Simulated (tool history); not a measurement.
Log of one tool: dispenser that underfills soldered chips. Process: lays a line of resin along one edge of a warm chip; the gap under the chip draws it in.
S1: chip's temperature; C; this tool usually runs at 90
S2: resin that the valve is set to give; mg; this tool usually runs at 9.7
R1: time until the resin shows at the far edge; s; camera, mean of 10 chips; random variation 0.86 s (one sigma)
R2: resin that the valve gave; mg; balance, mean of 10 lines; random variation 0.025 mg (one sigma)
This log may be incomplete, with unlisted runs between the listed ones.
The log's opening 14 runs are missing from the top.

| run | day | S1 | S2 | R1 | R2 |
|---|---|---|---|---|---|
|  | 4.862 | new syringe of resin |
| 15 | 5.158 | 95 | 9.7 | 83.8 | 9.43 |
|  | 5.45 | new syringe of resin |
| 16 | 5.45 | 95 | 9.7 | 69.9 | 9.38 |
|  | 5.821 | dispensing valve cleaned and set on the balance |
| 17 | 6.054 | 95 | 9.7 | 96.6 | 9.59 |
|  | 6.104 | new syringe of resin |
| 18 | 6.571 | 95 | 9.7 | 91.6 | 9.6 |
|  | 6.738 | new syringe of resin |
| 19 | 6.921 | 95 | 9.7 | 79.1 | 9.59 |
|  | 7.342 | new syringe of resin |
| 20 | 7.438 | 95 | 9.7 | 74.1 | 9.49 |
| 21 | 7.912 | 95 | 9.7 | 98.7 | 9.46 |
|  | 7.967 | new syringe of resin |
| 22 | 8.267 | 79 | 8.95 | 162 | 8.63 |
|  | 8.567 | new syringe of resin |
| 23 | 8.696 | 96 | 9.7 | 72.4 | 9.43 |
|  | 8.788 | dispensing valve cleaned and set on the balance |
| 24 | 9.146 | 96 | 9.7 | 92.5 | 9.64 |
|  | 9.233 | new syringe of resin |
| 25 | 9.646 | 96 | 9.7 | 87.4 | 9.58 |
|  | 9.825 | new syringe of resin |
| 26 | 10.1 | 95 | 10.06 | 82.3 | 9.86 |

Run 27 comes next. What will it give?
|  | 10.462 | new syringe of resin |
| 27 | 10.579 | 102 | 12.6 | ? | ? |

Run 27 came out at R1 57.9 s, R2 12.33 mg.
Without the tool's hidden state the same run would have given R1 51 s, R2 12.62 mg.

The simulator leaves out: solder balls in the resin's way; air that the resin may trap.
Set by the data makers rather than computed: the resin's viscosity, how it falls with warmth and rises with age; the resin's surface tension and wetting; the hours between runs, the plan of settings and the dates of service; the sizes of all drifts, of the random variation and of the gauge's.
